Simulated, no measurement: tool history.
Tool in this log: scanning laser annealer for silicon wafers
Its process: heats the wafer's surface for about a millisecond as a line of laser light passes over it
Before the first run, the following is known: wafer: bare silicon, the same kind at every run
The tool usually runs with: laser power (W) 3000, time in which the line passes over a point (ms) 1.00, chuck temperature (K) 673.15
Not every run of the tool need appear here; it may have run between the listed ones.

| run | hour | laser power (W) | time in which the line passes over a point (ms) | chuck temperature (K) | highest temperature of the surface (K) |
|---|---|---|---|---|---|
| 1 | 0.0 | 3000 | 1.00 | 673.15 | 1446.15 |
| 2 | 27.2 | 3000 | 1.00 | 673.15 | 1445.15 |
| 3 | 57.4 | 3000 | 1.00 | 673.15 | 1443.15 |
| 4 | 82.6 | 3132 | 1.00 | 673.15 | 1478.15 |
| 5 | 97.2 | 2621 | 1.00 | 673.15 | 1331.15 |
| 6 | 123.0 | 2621 | 1.00 | 673.15 | 1333.15 |
| 7 | 148.9 | 2621 | 1.00 | 673.15 | 1331.15 |
| 8 | 175.4 | 3000 | 1.00 | 673.15 | 1442.15 |
| 9 | 192.0 | 3000 | 0.80 | 673.15 | 1360.15 |
| 10 | 210.5 | 3000 | 0.80 | 673.15 | 1362.15 |
| 11 | 238.1 | 3000 | 0.80 | 673.15 | 1360.15 |
| 12 | 260.2 | 3000 | 0.80 | 673.15 | 1360.15 |
| 13 | 276.2 | 3000 | 0.80 | 673.15 | 1360.15 |
| 14 | 293.2 | 3000 | 0.80 | 673.15 | 1358.15 |
| 15 | 312.7 | 3000 | 0.96 | 673.15 | 1420.15 |
| 16 | 333.6 | 3000 | 0.96 | 673.15 | 1422.15 |
| 17 | 361.0 | 3000 | 0.96 | 644.15 | 1393.15 |
| 18 | 382.5 | 3128 | 1.03 | 655.15 | 1466.15 |
| 19 | 405.1 | 2708 | 0.98 | 711.15 | 1381.15 |
| 20 | 434.8 | 2676 | 1.00 | 654.15 | 1320.15 |
| 21 | 452.5 | 2866 | 0.92 | 703.15 | 1391.15 |
|  | 456.8 | window over the wafer cleaned |
| 22 | 481.1 | 2866 | 0.92 | 670.15 | 1380.15 |
| 23 | 508.4 | 3270 | 0.73 | 680.15 | 1419.15 |
| 24 | 532.1 | 3118 | 0.98 | 696.15 | 1500.15 |
| 25 | 547.0 | 2916 | 0.79 | 634.15 | 1309.15 |
| 26 | 562.6 | 2916 | 0.79 | 634.15 | 1308.15 |
| 27 | 588.6 | 2916 | 0.79 | 635.15 | 1306.15 |
| 28 | 609.2 | 2916 | 0.79 | 635.15 | 1307.15 |

Forecast each of these 5 alternatives for the next run:
| A | 639.4 | 2916 | 0.79 | 637.15 | ? |
| B | 639.4 | 2740 | 0.92 | 673.15 | ? |
| C | 639.4 | 2916 | 1.11 | 703.15 | ? |
| D | 639.4 | 2916 | 0.95 | 635.15 | ? |
| E | 639.4 | 2916 | 1.00 | 635.15 | ? |

| run | highest temperature of the surface (K) |
|---|---|
| A | 1310.15 |
| B | 1346.15 |
| C | 1494.15 |
| D | 1367.15 |
| E | 1388.15 |
Take away the tool's hidden state, keep each run's random variation, and the runs would have read:
| run | highest temperature of the surface (K) |
|---|---|
| A | 1328.15 |
| B | 1364.15 |
| C | 1515.15 |
| D | 1386.15 |
| E | 1408.15 |
